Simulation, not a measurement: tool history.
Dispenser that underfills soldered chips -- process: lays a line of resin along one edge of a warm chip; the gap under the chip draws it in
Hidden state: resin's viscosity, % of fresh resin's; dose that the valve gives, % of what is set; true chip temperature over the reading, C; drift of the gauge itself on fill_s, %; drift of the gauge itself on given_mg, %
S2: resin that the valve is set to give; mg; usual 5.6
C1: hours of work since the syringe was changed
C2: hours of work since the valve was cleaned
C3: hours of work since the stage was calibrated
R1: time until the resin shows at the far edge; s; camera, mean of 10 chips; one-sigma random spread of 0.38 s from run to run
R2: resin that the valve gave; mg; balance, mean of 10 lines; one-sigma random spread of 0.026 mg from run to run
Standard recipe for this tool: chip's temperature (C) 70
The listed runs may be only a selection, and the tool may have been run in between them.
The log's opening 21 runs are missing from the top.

{"day": 6.629, "done": "new syringe of resin"}
{"day": 6.925, "done": "new syringe of resin"}
{"run": 22, "day": 6.925, "chip's temperature (C)": 64, "S2": 5.34, "C1": 0, "C2": 37, "C3": 392, "R1": 30.7, "R2": 5.14}
{"day": 7.217, "done": "new syringe of resin"}
{"run": 23, "day": 7.254, "chip's temperature (C)": 64, "S2": 5.34, "C1": 1, "C2": 43, "C3": 398, "R1": 32.5, "R2": 5.16}
{"day": 7.462, "done": "dispensing valve cleaned and set on the balance"}
{"day": 7.567, "done": "new syringe of resin"}
{"run": 24, "day": 7.646, "chip's temperature (C)": 66, "S2": 5.06, "C1": 1, "C2": 3, "C3": 404, "R1": 32.4, "R2": 5.02}
{"day": 7.862, "done": "new syringe of resin"}
{"run": 25, "day": 7.862, "chip's temperature (C)": 65, "S2": 6.23, "C1": 0, "C2": 7, "C3": 408, "R1": 29.3, "R2": 6.17}
{"day": 8.167, "done": "new syringe of resin"}
{"run": 26, "day": 8.2, "chip's temperature (C)": 65, "S2": 6.23, "C1": 1, "C2": 13, "C3": 414, "R1": 30.6, "R2": 6.13}
{"day": 8.483, "done": "new syringe of resin"}
{"run": 27, "day": 8.583, "chip's temperature (C)": 55, "S2": 6.12, "C1": 2, "C2": 20, "C3": 421, "R1": 50.6, "R2": 5.99}
{"day": 8.804, "done": "new syringe of resin"}
{"run": 28, "day": 8.983, "chip's temperature (C)": 64, "S2": 5.89, "C1": 3, "C2": 27, "C3": 428, "R1": 39.3, "R2": 5.78}
{"day": 9.092, "done": "new syringe of resin"}
{"day": 9.392, "done": "new syringe of resin"}
{"run": 29, "day": 9.392, "chip's temperature (C)": 71, "S2": 6.38, "C1": 0, "C2": 34, "C3": 435, "R1": 22.6, "R2": 6.17}
{"day": 9.704, "done": "new syringe of resin"}
{"run": 30, "day": 9.8, "chip's temperature (C)": 78, "S2": 5.83, "C1": 2, "C2": 41, "C3": 442, "R1": 21.4, "R2": 5.64}
{"day": 10.0, "done": "new syringe of resin"}
{"run": 31, "day": 10.0, "chip's temperature (C)": 78, "S2": 5.83, "C1": 0, "C2": 45, "C3": 446, "R1": 18.5, "R2": 5.65}
{"day": 10.121, "done": "dispensing valve cleaned and set on the balance"}
{"run": 32, "day": 10.254, "chip's temperature (C)": 78, "S2": 5.83, "C1": 4, "C2": 2, "C3": 450, "R1": 26.1, "R2": 5.84}
{"day": 10.346, "done": "new syringe of resin"}
{"run": 33, "day": 10.462, "chip's temperature (C)": 76, "S2": 7.16, "C1": 2, "C2": 6, "C3": 453, "R1": 23, "R2": 7.13}
{"day": 10.642, "done": "new syringe of resin"}
{"run": 34, "day": 10.704, "chip's temperature (C)": 65, "S2": 7.23, "C1": 1, "C2": 10, "C3": 457, "R1": 33, "R2": 7.14}

Forecast each of these 4 alternatives for the next run:
{"day": 10.938, "done": "new syringe of resin"}
{"run": "A", "day": 11.121, "chip's temperature (C)": 85, "S2": 5.45, "C1": 3, "C2": 18, "C3": 465, "R1": "?", "R2": "?"}
{"day": 10.938, "done": "new syringe of resin"}
{"run": "B", "day": 11.121, "chip's temperature (C)": 84, "S2": 7.1, "C1": 3, "C2": 18, "C3": 465, "R1": "?", "R2": "?"}
{"day": 10.938, "done": "new syringe of resin"}
{"run": "C", "day": 11.121, "chip's temperature (C)": 59, "S2": 7.23, "C1": 3, "C2": 18, "C3": 465, "R1": "?", "R2": "?"}
{"day": 10.938, "done": "new syringe of resin"}
{"run": "D", "day": 11.121, "chip's temperature (C)": 60, "S2": 7.2, "C1": 3, "C2": 18, "C3": 465, "R1": "?", "R2": "?"}

run=A R1=19.7 R2=5.43
run=B R1=20.3 R2=7.02
run=C R1=49.4 R2=7.17
run=D R1=47 R2=7.08
Without the tool's unlogged condition, the same runs would have read:
run=A R1=13.6 R2=5.5
run=B R1=14 R2=7.1
run=C R1=33.8 R2=7.26
run=D R1=31.8 R2=7.17
